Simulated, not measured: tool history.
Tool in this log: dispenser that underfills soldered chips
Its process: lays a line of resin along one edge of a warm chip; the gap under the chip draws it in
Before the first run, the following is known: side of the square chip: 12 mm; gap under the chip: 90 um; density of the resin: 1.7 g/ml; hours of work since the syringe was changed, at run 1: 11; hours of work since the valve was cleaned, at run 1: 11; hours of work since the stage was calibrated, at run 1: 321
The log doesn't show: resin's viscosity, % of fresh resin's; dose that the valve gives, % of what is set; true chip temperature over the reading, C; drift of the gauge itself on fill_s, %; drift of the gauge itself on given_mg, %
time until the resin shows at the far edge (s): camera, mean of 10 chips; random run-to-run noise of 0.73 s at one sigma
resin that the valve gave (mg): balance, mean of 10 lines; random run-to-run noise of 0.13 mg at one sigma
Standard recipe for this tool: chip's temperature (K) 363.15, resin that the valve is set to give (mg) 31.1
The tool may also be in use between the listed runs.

run	day	chip's temperature (K)	resin that the valve is set to give (mg)	hours of work since the syringe was changed	hours of work since the valve was cleaned	hours of work since the stage was calibrated	time until the resin shows at the far edge (s)	resin that the valve gave (mg)
1	0.000	363.15	31.1	11	11	321	120.4	31.07
# day 0.050: new syringe of resin
2	0.238	363.15	31.1	3	15	325	77.5	31.04
3	0.675	360.15	31.1	11	23	333	140.7	30.70
# day 0.721: new syringe of resin
4	0.867	363.15	40.2	3	27	336	69.3	39.88
5	1.142	363.15	31.1	8	32	341	95.5	30.52
6	1.367	363.15	34.9	12	36	345	119.4	34.50
# day 1.408: new syringe of resin
7	1.567	363.15	27.5	3	39	349	77.5	26.98
8	1.958	363.15	27.5	10	46	356	118.0	27.02
# day 2.083: new syringe of resin
9	2.396	363.15	27.5	6	54	364	87.3	26.89
10	2.612	363.15	27.5	10	58	368	110.7	26.67
# day 2.754: new syringe of resin
11	2.933	363.15	27.5	3	63	373	78.6	26.85

Run 12, settings as shown, results not yet in. Your forecast:
12	3.367	363.15	27.5	11	71	381	?	?

time until the resin shows at the far edge (s): 125.3
resin that the valve gave (mg): 26.95
Were there no unlogged condition in the tool, this run, its random variation unchanged, would have produced time until the resin shows at the far edge (s) 68.9, resin that the valve gave (mg) 27.74.

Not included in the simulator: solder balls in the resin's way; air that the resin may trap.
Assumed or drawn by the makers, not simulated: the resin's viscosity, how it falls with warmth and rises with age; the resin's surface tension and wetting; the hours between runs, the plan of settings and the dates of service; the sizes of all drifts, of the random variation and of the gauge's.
